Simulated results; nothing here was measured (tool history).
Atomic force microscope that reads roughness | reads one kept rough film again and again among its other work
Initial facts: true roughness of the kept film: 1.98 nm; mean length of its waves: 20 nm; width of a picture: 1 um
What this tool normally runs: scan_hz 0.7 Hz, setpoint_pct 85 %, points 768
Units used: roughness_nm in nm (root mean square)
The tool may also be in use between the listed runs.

Run 1, hour 0: usual settings. Result: roughness_nm 1.654 nm (root mean square).
Run 2, hour 14.9: usual settings. Result: roughness_nm 1.64 nm (root mean square).
Run 3, hour 21.9: usual settings. Result: roughness_nm 1.636 nm (root mean square).
Run 4, hour 31.3: usual settings but scan_hz 3.314 Hz. Result: roughness_nm 1.348 nm (root mean square).
Run 5, hour 37.5: usual settings but scan_hz 3.314 Hz. Result: roughness_nm 1.344 nm (root mean square).
Run 6, hour 51.5: usual settings but scan_hz 3.314 Hz. Result: roughness_nm 1.341 nm (root mean square).
Run 7, hour 59.4: usual settings. Result: roughness_nm 1.614 nm (root mean square).
Run 8, hour 72.4: usual settings but scan_hz 1.918 Hz, setpoint_pct 76 %, points 287. Result: roughness_nm 1.494 nm (root mean square).
Run 9, hour 86.7: usual settings but scan_hz 1.918 Hz, setpoint_pct 76 %, points 287. Result: roughness_nm 1.484 nm (root mean square).
Run 10, hour 94.1: usual settings but scan_hz 1.918 Hz, setpoint_pct 76 %, points 287. Result: roughness_nm 1.475 nm (root mean square).
At hour 96.5: height scale calibrated on a step standard.
Run 11, hour 101.6: usual settings but scan_hz 1.918 Hz, setpoint_pct 76 %, points 287. Result: roughness_nm 1.469 nm (root mean square).
Run 12, hour 110.3: usual settings but scan_hz 0.84 Hz, setpoint_pct 62 %, points 392. Result: roughness_nm 1.612 nm (root mean square).
At hour 118.3: height scale calibrated on a step standard, once more.
Run 13, hour 121.2: usual settings but scan_hz 0.84 Hz, setpoint_pct 62 %, points 392. Result: roughness_nm 1.599 nm (root mean square).
Run 14, hour 135.1: usual settings but scan_hz 0.84 Hz, setpoint_pct 62 %, points 392. Result: roughness_nm 1.589 nm (root mean square).

Here are 3 independent what-if runs from the current tool condition. What would each one return?
Run A, hour 148.3: usual settings but setpoint_pct 76 %, points 814. Result: roughness_nm ?.
Run B, hour 148.3: usual settings but scan_hz 1.122 Hz, setpoint_pct 77 %, points 390. Result: roughness_nm ?.
Run C, hour 148.3: usual settings but scan_hz 0.84 Hz, setpoint_pct 64 %, points 392. Result: roughness_nm ?.

run  roughness_nm
  A         1.574
  B         1.512
  C         1.581
Without the tool's hidden state the same runs would have given:
run  roughness_nm
  A         1.734
  B         1.666
  C         1.742
